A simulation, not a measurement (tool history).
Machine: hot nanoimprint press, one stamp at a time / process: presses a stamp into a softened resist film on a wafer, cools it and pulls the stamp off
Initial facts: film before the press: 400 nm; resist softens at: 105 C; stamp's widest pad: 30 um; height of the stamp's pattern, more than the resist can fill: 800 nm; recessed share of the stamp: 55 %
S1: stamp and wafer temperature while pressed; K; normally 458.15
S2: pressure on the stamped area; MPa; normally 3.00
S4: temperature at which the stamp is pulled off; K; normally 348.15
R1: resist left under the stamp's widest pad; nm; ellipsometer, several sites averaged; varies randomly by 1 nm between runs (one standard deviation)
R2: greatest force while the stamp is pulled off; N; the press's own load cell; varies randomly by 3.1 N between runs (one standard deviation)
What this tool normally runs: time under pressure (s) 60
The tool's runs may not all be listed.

{"run": 1, "hour": 0.0, "S1": 458.15, "S2": 3.0, "time under pressure (s)": 60, "S4": 348.15, "R1": 202.5, "R2": 202}
{"run": 2, "hour": 43.2, "S1": 458.15, "S2": 3.0, "time under pressure (s)": 60, "S4": 348.15, "R1": 204.2, "R2": 204}
{"run": 3, "hour": 106.5, "S1": 458.15, "S2": 3.0, "time under pressure (s)": 60, "S4": 348.15, "R1": 204.7, "R2": 208}
{"hour": 172.2, "done": "stamp cleaned and given a new release coat"}
{"run": 4, "hour": 189.8, "S1": 458.15, "S2": 3.0, "time under pressure (s)": 60, "S4": 348.15, "R1": 205.7, "R2": 208}
{"run": 5, "hour": 245.9, "S1": 458.15, "S2": 3.0, "time under pressure (s)": 60, "S4": 348.15, "R1": 207.0, "R2": 206}
{"run": 6, "hour": 305.2, "S1": 458.15, "S2": 3.0, "time under pressure (s)": 60, "S4": 348.15, "R1": 207.0, "R2": 200}
{"run": 7, "hour": 346.6, "S1": 458.15, "S2": 3.0, "time under pressure (s)": 60, "S4": 336.15, "R1": 206.9, "R2": 271}
{"hour": 362.6, "done": "stamp cleaned and given a new release coat"}
{"run": 8, "hour": 384.6, "S1": 458.15, "S2": 3.0, "time under pressure (s)": 60, "S4": 336.15, "R1": 207.5, "R2": 279}
{"hour": 398.8, "done": "press's hydraulic seals changed and the load cell set to zero"}
{"run": 9, "hour": 432.3, "S1": 458.15, "S2": 3.0, "time under pressure (s)": 60, "S4": 336.15, "R1": 206.2, "R2": 277}
{"run": 10, "hour": 494.2, "S1": 458.15, "S2": 3.0, "time under pressure (s)": 60, "S4": 336.15, "R1": 207.5, "R2": 273}
{"hour": 560.1, "done": "stamp cleaned and given a new release coat"}
{"run": 11, "hour": 560.1, "S1": 458.15, "S2": 3.0, "time under pressure (s)": 60, "S4": 348.15, "R1": 206.6, "R2": 207}
{"run": 12, "hour": 630.4, "S1": 458.15, "S2": 3.0, "time under pressure (s)": 60, "S4": 348.15, "R1": 207.6, "R2": 209}
{"run": 13, "hour": 694.0, "S1": 458.15, "S2": 3.0, "time under pressure (s)": 60, "S4": 348.15, "R1": 208.2, "R2": 205}
{"hour": 753.6, "done": "stamp cleaned and given a new release coat"}
{"run": 14, "hour": 767.2, "S1": 458.15, "S2": 3.0, "time under pressure (s)": 60, "S4": 344.15, "R1": 208.3, "R2": 234}
{"hour": 817.3, "done": "plate thermocouple calibrated"}
{"run": 15, "hour": 819.3, "S1": 458.15, "S2": 3.0, "time under pressure (s)": 60, "S4": 344.15, "R1": 206.0, "R2": 228}
{"run": 16, "hour": 873.8, "S1": 460.15, "S2": 3.0, "time under pressure (s)": 60, "S4": 335.15, "R1": 191.4, "R2": 280}
{"hour": 947.0, "done": "stamp cleaned and given a new release coat"}
{"run": 17, "hour": 952.4, "S1": 461.15, "S2": 1.97, "time under pressure (s)": 40, "S4": 344.15, "R1": 252.8, "R2": 227}
{"run": 18, "hour": 1006.6, "S1": 456.15, "S2": 3.04, "time under pressure (s)": 38, "S4": 343.15, "R1": 259.6, "R2": 232}
{"run": 19, "hour": 1064.6, "S1": 461.15, "S2": 2.77, "time under pressure (s)": 38, "S4": 346.15, "R1": 224.4, "R2": 221}
{"hour": 1117.5, "done": "gauge calibrated"}
{"run": 20, "hour": 1118.3, "S1": 461.15, "S2": 2.77, "time under pressure (s)": 38, "S4": 346.15, "R1": 219.2, "R2": 213}
{"hour": 1135.5, "done": "stamp cleaned and given a new release coat"}
{"run": 21, "hour": 1192.9, "S1": 458.15, "S2": 3.53, "time under pressure (s)": 64, "S4": 348.15, "R1": 185.6, "R2": 201}
{"run": 22, "hour": 1270.4, "S1": 458.15, "S2": 3.53, "time under pressure (s)": 64, "S4": 348.15, "R1": 186.2, "R2": 210}
{"run": 23, "hour": 1312.6, "S1": 458.15, "S2": 3.53, "time under pressure (s)": 64, "S4": 351.15, "R1": 187.4, "R2": 188}
{"hour": 1323.9, "done": "stamp cleaned and given a new release coat"}
{"run": 24, "hour": 1354.7, "S1": 450.15, "S2": 2.12, "time under pressure (s)": 60, "S4": 348.15, "R1": 305.5, "R2": 207}
{"run": 25, "hour": 1423.0, "S1": 450.15, "S2": 2.12, "time under pressure (s)": 60, "S4": 348.15, "R1": 306.2, "R2": 207}
{"hour": 1443.6, "done": "press's hydraulic seals changed and the load cell set to zero"}
{"run": 26, "hour": 1465.2, "S1": 463.15, "S2": 3.0, "time under pressure (s)": 97, "S4": 348.15, "R1": 138.5, "R2": 207}
{"hour": 1520.2, "done": "stamp cleaned and given a new release coat"}
{"run": 27, "hour": 1534.5, "S1": 447.15, "S2": 1.9, "time under pressure (s)": 42, "S4": 342.15, "R1": 354.3, "R2": 242}
{"run": 28, "hour": 1610.7, "S1": 448.15, "S2": 1.9, "time under pressure (s)": 80, "S4": 339.15, "R1": 317.5, "R2": 257}

Each row is a separate what-if for the run after 28, all from the same tool condition, not one after another. Results?
{"hour": 1655.0, "done": "plate thermocouple calibrated"}
{"run": "A", "hour": 1657.7, "S1": 448.15, "S2": 1.9, "time under pressure (s)": 117, "S4": 337.15, "R1": "?", "R2": "?"}
{"hour": 1655.0, "done": "plate thermocouple calibrated"}
{"run": "B", "hour": 1657.7, "S1": 446.15, "S2": 2.77, "time under pressure (s)": 80, "S4": 341.15, "R1": "?", "R2": "?"}
{"hour": 1655.0, "done": "plate thermocouple calibrated"}
{"run": "C", "hour": 1657.7, "S1": 458.15, "S2": 3.0, "time under pressure (s)": 81, "S4": 348.15, "R1": "?", "R2": "?"}
{"hour": 1655.0, "done": "plate thermocouple calibrated"}
{"run": "D", "hour": 1657.7, "S1": 448.15, "S2": 1.9, "time under pressure (s)": 96, "S4": 336.15, "R1": "?", "R2": "?"}

run=A R1=292.1 R2=275
run=B R1=302.6 R2=247
run=C R1=185.0 R2=207
run=D R1=304.8 R2=280
Had the tool no hidden state, the same runs would have come out as:
run=A R1=288.4 R2=274
run=B R1=298.8 R2=246
run=C R1=182.7 R2=206
run=D R1=300.9 R2=279

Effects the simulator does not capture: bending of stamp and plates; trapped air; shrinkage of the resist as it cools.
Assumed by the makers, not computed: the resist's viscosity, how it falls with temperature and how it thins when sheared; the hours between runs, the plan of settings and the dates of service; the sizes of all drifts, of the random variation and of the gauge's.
